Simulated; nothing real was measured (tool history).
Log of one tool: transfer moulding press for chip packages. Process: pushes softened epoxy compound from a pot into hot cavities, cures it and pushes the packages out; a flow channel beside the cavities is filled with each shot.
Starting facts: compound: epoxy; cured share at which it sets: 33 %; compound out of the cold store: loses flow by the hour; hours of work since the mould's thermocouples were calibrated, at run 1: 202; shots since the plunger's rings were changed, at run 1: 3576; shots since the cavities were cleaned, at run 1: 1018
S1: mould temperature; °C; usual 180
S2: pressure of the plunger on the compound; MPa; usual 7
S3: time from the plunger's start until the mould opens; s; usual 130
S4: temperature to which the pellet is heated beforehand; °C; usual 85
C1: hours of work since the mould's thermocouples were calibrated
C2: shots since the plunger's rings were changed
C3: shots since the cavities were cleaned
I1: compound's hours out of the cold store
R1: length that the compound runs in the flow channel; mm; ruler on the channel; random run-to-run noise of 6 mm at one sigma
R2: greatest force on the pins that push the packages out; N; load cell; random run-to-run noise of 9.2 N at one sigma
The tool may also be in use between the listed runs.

run   hour   S1    S2   S3  S4   C1    C2    C3    I1   R1   R2
  1      0  180     7  130  85  202  3576  1018  38.9  558  559
       3.9  -- cavities cleaned with cleaning compound and waxed
  2   20.2  180     7  130  85  213  3722   128  18.4  628  445
  3   37.1  180     7  130  85  222  3855   261  40.8  556  458
  4   51.4  180     7  130  85  230  3967   373  36.6  561  476
  5   67.1  180     7  130  85  239  4089   495  12.3  635  521
  6   75.1  180     7  165  85  244  4153   559  31.9  589  469
  7   91.6  180     7  130  85  253  4281   687  27.2  589  547
  8  100.6  180     7  130  85  259  4352   758  33.4  567  520
  9  119.2  179     7  130  85  269  4497   903    17  613  579
     137.6  -- cavities cleaned with cleaning compound and waxed
 10  137.6  179     7  157  85  279  4630     0  43.2  543  363
 11  147.3  180     7  130  86  284  4706    76  39.9  547  429
 12  157.2  180     7  130  86  290  4783   153  35.8  558  422
 13  168.1  180     7  130  86  296  4869   239    24  600  457
     171.3  -- mould's thermocouples calibrated
 14  184.8  180     7  130  86    8  4984   354  20.9  600  469
 15    194  181  7.93  163  81   13  5056   426  43.4  583  454
 16  210.4  180  7.54  129  89   22  5185   555  12.5  647  516
 17  226.8  180  7.54  129  81   32  5313   683  34.5  578  515
 18  244.8  187  6.53  130  83   42  5454   824  34.8  527  489
       256  -- plunger's sealing rings changed
 19  259.7  187  6.53  130  83   49    29   921    29  584  489
 20  270.3  182  6.17  124  92   55   112  1004    21  600  542
     275.8  -- cavities cleaned with cleaning compound and waxed
     279.2  -- mould's thermocouples calibrated, once more
 21  281.4  182  6.17  124  78    1   171    28  39.5  553  432
 22  290.7  180  6.48  170  85    7   244   101  14.5  637  405
 23    307  180  6.48  170  85   16   372   229  32.8  587  428
 24  315.9  180  6.48  170  85   21   442   299  34.4  585  458
 25  333.6  183  6.87  121  88   31   580   437  41.2  570  483
 26  345.7  183  6.87  128  77   38   675   532  46.1  564  492
 27  361.8  178  6.21  139  94   47   801   658  29.3  585  523
 28  376.1  185  7.04  122  85   55   913   770  28.9  608  527

Each row is a separate what-if for the run after 28, all from the same tool condition, not one after another. Results?
  A  390.8  184  7.72  122  84  64  1028  885    23   ?   ?
  B  390.8  187  7.96  158  85  64  1028  885  14.7   ?   ?
  C  390.8  180  6.82  122  84  64  1028  885  24.6   ?   ?

run   R1   R2
  A  645  523
  B  677  491
  C  627  568
With no hidden state in the tool, these same runs would have given:
run   R1   R2
  A  656  394
  B  689  365
  C  638  430
